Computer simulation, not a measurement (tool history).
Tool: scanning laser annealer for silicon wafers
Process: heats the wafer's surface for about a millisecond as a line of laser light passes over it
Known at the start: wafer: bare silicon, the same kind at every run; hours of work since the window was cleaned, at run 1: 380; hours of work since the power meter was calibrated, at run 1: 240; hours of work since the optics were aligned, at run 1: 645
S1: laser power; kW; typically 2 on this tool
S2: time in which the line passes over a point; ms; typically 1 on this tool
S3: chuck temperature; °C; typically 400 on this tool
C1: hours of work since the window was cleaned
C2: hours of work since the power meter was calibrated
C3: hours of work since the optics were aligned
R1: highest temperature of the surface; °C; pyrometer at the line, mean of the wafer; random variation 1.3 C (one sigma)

run	hour	S1	S2	S3	C1	C2	C3	R1
1	0	2	1	400	380	240	645	1133
2	14.9	2	1.2	400	387	247	652	1199
3	27.8	2	1.04	400	393	253	658	1143
4	42.7	2	1	379	400	260	665	1110
5	55	2.07	1	400	406	266	671	1154
6	69	2	0.73	400	412	272	678	1030
7	77.9	2	0.73	400	417	276	682	1029
8	85.6	2	0.73	400	420	280	686	1027
9	94.9	1.98	0.86	368	425	285	690	1040
10	108.6	1.796	0.91	397	431	291	696	1023
11	115.8	1.74	1.15	402	434	294	700	1084
12	130.7	2	0.76	405	442	301	707	1046
13	143.9	1.706	0.92	400	448	308	713	997

Some steps in R1 between neighbouring runs. How much of each would the tool show without its hidden state too (settings, what came in, random variation), and how much is left for the hidden state, with any gauge scatter that isn't in both results?
What the log doesn't record here: light that passes the window, % of a clean one's; laser's true power over the reading, %; width of the line over the set one, %; drift of the gauge itself on peak_c, C.
Run 1 -> 2: S2 1 -> 1.2. R1 +66 °C: hidden state -3, all else +69.
Run 5 -> 6: S1 2.07 -> 2, S2 1 -> 0.73. R1 -124 °C: hidden state +3, all else -127.
